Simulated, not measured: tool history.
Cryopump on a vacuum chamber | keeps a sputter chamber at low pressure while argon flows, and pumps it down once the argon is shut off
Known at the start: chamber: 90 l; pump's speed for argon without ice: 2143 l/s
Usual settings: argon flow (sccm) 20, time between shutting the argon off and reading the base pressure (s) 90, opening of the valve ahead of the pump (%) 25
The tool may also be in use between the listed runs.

run,day,argon flow (sccm),time between shutting the argon off and reading the base pressure (s),opening of the valve ahead of the pump (%),pressure while argon flows (Pa),pressure after the wait (uPa)
1,0,20,90,25,0.0637,0.94
2,1.179,20,90,25,0.0642,0.91
3,3.238,20,90,17,0.093,0.93
4,4.425,20,90,17,0.094,0.91
5,5.312,20,90,17,0.0932,0.94
6,7.396,20,90,17,0.0944,0.93
7,9.446,20,90,17,0.0945,0.95
8,10.467,20,90,17,0.0942,0.94
9,11.575,20,90,25,0.0648,0.95
10,13.733,20,90,25,0.0647,0.95
11,15.796,20,90,25,0.0647,1.03
12,17.604,12,239,24,0.0409,0.6
13,19.546,11,199,48,0.0185,0.71
14,21.575,11,199,48,0.0191,0.68
15,23.05,29,97,22,0.1083,1.04
16,24.017,29,293,37,0.0656,0.58
17,25.1,32,255,37,0.0724,0.66
18,26.817,20,251,25,0.0661,0.64
19,28.662,20,251,25,0.0658,0.7
20,29.583,20,251,25,0.066,0.71
21,30.925,20,251,25,0.0667,0.67

3 ways to go on from here, each from the tool as it stands after run 21. What would each give?
A,32.392,21,42,35,?,?
B,32.392,29,51,25,?,?
C,32.392,18,90,22,?,?

run,pressure while argon flows (Pa),pressure after the wait (uPa)
A,0.0506,1.79
B,0.097,1.58
C,0.0673,1.12
Without the tool's hidden state the same runs would have given:
run,pressure while argon flows (Pa),pressure after the wait (uPa)
A,0.047,1.45
B,0.0921,1.24
C,0.0642,0.78

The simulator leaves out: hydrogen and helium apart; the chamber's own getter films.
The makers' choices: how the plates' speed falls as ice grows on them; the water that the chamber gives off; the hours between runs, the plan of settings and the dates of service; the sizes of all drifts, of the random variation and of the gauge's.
